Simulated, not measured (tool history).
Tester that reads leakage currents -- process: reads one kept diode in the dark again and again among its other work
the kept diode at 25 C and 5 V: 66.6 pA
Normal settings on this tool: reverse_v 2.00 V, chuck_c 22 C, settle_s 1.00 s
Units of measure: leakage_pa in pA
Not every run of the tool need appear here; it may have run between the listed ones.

{"run": 1, "day": 0.0, "reverse_v": 2.0, "chuck_c": 22, "settle_s": 1.0, "leakage_pa": 37.42}
{"run": 2, "day": 6.158, "reverse_v": 2.0, "chuck_c": 22, "settle_s": 1.0, "leakage_pa": 37.27}
{"run": 3, "day": 12.867, "reverse_v": 2.0, "chuck_c": 22, "settle_s": 1.0, "leakage_pa": 37.0}
{"day": 18.15, "done": "probe card cleaned and baked"}
{"run": 4, "day": 19.804, "reverse_v": 2.0, "chuck_c": 22, "settle_s": 1.0, "leakage_pa": 34.28}
{"run": 5, "day": 26.842, "reverse_v": 2.0, "chuck_c": 22, "settle_s": 1.0, "leakage_pa": 34.03}
{"run": 6, "day": 33.071, "reverse_v": 2.0, "chuck_c": 22, "settle_s": 1.0, "leakage_pa": 33.99}
{"run": 7, "day": 41.029, "reverse_v": 2.0, "chuck_c": 22, "settle_s": 1.0, "leakage_pa": 33.38}
{"run": 8, "day": 47.533, "reverse_v": 2.0, "chuck_c": 22, "settle_s": 1.0, "leakage_pa": 33.19}
{"run": 9, "day": 55.621, "reverse_v": 2.0, "chuck_c": 22, "settle_s": 1.0, "leakage_pa": 33.13}
{"run": 10, "day": 60.912, "reverse_v": 2.0, "chuck_c": 22, "settle_s": 1.0, "leakage_pa": 33.15}
{"run": 11, "day": 70.012, "reverse_v": 2.0, "chuck_c": 22, "settle_s": 1.0, "leakage_pa": 32.55}
{"day": 72.383, "done": "tester calibrated"}
{"run": 12, "day": 75.871, "reverse_v": 2.0, "chuck_c": 22, "settle_s": 1.0, "leakage_pa": 32.88}
{"run": 13, "day": 83.962, "reverse_v": 2.0, "chuck_c": 22, "settle_s": 1.0, "leakage_pa": 32.64}
{"run": 14, "day": 91.971, "reverse_v": 2.0, "chuck_c": 22, "settle_s": 1.0, "leakage_pa": 32.2}
{"run": 15, "day": 100.25, "reverse_v": 2.0, "chuck_c": 22, "settle_s": 1.0, "leakage_pa": 32.05}
{"run": 16, "day": 105.708, "reverse_v": 2.0, "chuck_c": 22, "settle_s": 1.0, "leakage_pa": 31.8}
{"run": 17, "day": 112.496, "reverse_v": 2.0, "chuck_c": 22, "settle_s": 1.0, "leakage_pa": 31.63}
{"day": 120.954, "done": "probe card cleaned and baked"}
{"run": 18, "day": 122.296, "reverse_v": 11.77, "chuck_c": 22, "settle_s": 1.0, "leakage_pa": 58.69}
{"run": 19, "day": 131.825, "reverse_v": 14.07, "chuck_c": 45, "settle_s": 1.64, "leakage_pa": 411.11}
{"day": 133.846, "done": "chuck's temperature calibrated"}
{"run": 20, "day": 139.317, "reverse_v": 8.73, "chuck_c": 45, "settle_s": 1.72, "leakage_pa": 419.67}
{"run": 21, "day": 143.554, "reverse_v": 13.19, "chuck_c": 45, "settle_s": 4.79, "leakage_pa": 486.77}
{"run": 22, "day": 148.617, "reverse_v": 13.19, "chuck_c": 45, "settle_s": 4.79, "leakage_pa": 484.83}
{"run": 23, "day": 153.062, "reverse_v": 16.92, "chuck_c": 45, "settle_s": 1.15, "leakage_pa": 533.64}
{"run": 24, "day": 162.45, "reverse_v": 5.43, "chuck_c": 25, "settle_s": 1.15, "leakage_pa": 68.8}
{"run": 25, "day": 168.546, "reverse_v": 5.41, "chuck_c": 37, "settle_s": 1.0, "leakage_pa": 181.7}
{"run": 26, "day": 176.817, "reverse_v": 1.43, "chuck_c": 22, "settle_s": 6.24, "leakage_pa": 30.6}
{"run": 27, "day": 186.025, "reverse_v": 2.0, "chuck_c": 50, "settle_s": 0.4, "leakage_pa": 328.09}
{"run": 28, "day": 191.292, "reverse_v": 5.39, "chuck_c": 50, "settle_s": 1.51, "leakage_pa": 472.6}
{"run": 29, "day": 200.35, "reverse_v": 5.39, "chuck_c": 50, "settle_s": 1.51, "leakage_pa": 467.43}
{"run": 30, "day": 209.088, "reverse_v": 14.06, "chuck_c": 32, "settle_s": 7.85, "leakage_pa": 171.09}
{"run": 31, "day": 217.875, "reverse_v": 14.06, "chuck_c": 21, "settle_s": 7.85, "leakage_pa": 74.28}
{"run": 32, "day": 222.562, "reverse_v": 9.76, "chuck_c": 22, "settle_s": 2.11, "leakage_pa": 67.47}
{"day": 223.583, "done": "probe card cleaned and baked"}
{"run": 33, "day": 229.692, "reverse_v": 1.42, "chuck_c": 29, "settle_s": 1.0, "leakage_pa": 50.09}
{"run": 34, "day": 237.125, "reverse_v": 8.12, "chuck_c": 21, "settle_s": 2.54, "leakage_pa": 48.99}
{"run": 35, "day": 242.071, "reverse_v": 8.12, "chuck_c": 21, "settle_s": 7.75, "leakage_pa": 48.43}

A few steps of leakage_pa between consecutive runs. Split each: what settings, incoming material and random variation would produce without the hidden state, and what is left over for the hidden state, along with gauge scatter present in only one of the two compared results (measured, and without hidden state):
The tool's hidden condition here consists of: stray current of the dirty probe card, pA a volt; current scale over the true one, %; true chuck temperature over the reading, C; drift of the gauge itself on leakage_pa, %.
Run 18 -> 19: reverse_v 11.77 -> 14.07, chuck_c 22 -> 45, settle_s 1.00 -> 1.64. leakage_pa +352.42 pA: hidden state -78.19, all else +430.61.
Run 19 -> 20: reverse_v 14.07 -> 8.73, settle_s 1.64 -> 1.72, chuck's temperature calibrated. leakage_pa +8.56 pA: hidden state +91.23, all else -82.67.
Run 23 -> 24: reverse_v 16.92 -> 5.43, chuck_c 45 -> 25. leakage_pa -464.84 pA: hidden state +7.63, all else -472.47.
Run 26 -> 27: reverse_v 1.43 -> 2.00, chuck_c 22 -> 50, settle_s 6.24 -> 0.40. leakage_pa +297.49 pA: hidden state -21.84, all else +319.33.
Run 29 -> 30: reverse_v 5.39 -> 14.06, chuck_c 50 -> 32, settle_s 1.51 -> 7.85. leakage_pa -296.34 pA: hidden state +33.66, all else -330.00.

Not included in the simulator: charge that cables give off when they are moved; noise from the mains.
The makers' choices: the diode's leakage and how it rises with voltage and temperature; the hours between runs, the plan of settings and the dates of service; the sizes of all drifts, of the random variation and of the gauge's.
